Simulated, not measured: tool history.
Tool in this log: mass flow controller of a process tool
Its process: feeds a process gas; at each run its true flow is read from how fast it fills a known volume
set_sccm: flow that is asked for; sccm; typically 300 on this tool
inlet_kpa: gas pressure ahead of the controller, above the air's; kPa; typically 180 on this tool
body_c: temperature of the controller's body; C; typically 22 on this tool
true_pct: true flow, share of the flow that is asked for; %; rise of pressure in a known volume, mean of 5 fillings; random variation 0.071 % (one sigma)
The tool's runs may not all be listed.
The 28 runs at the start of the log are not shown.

run	hour	set_sccm	inlet_kpa	body_c	hours of work since the controller was set to zero	hours of work since the controller was changed	true_pct
# hour 5614.6: controller's zero set anew
29	5769.4	222	200	24	83	4869	98.78
30	5964.9	222	200	24	187	4973	98.71
31	6152.3	344	153	35	287	5073	99.09
32	6342.4	131	243	24	388	5174	96.38
# hour 6582.5: controller's zero set anew, once more
33	6616.2	181	217	24	18	5320	102.02
34	6876	181	217	24	157	5459	101.86
35	7036.8	208	160	25	242	5545	102.14
36	7285.9	102	182	38	375	5677	100.14
37	7563.5	89	252	38	523	5826	99.73
38	7818.5	89	252	38	659	5962	99.75
# hour 7899.3: controller exchanged for a calibrated one
39	8023.7	169	180	22	66	66	99.83
40	8222.6	82	215	24	172	172	99.24
41	8423	91	200	25	279	279	99.12
42	8654.6	484	252	26	403	403	100.06

Expected results for the next run?
43	8954.5	366	157	40	563	563	?

{"run 43": {"true_pct": 98.36}}
Take away the tool's hidden state, keep the run-to-run variation as it was, and the same run would have given true_pct 98.11 %.
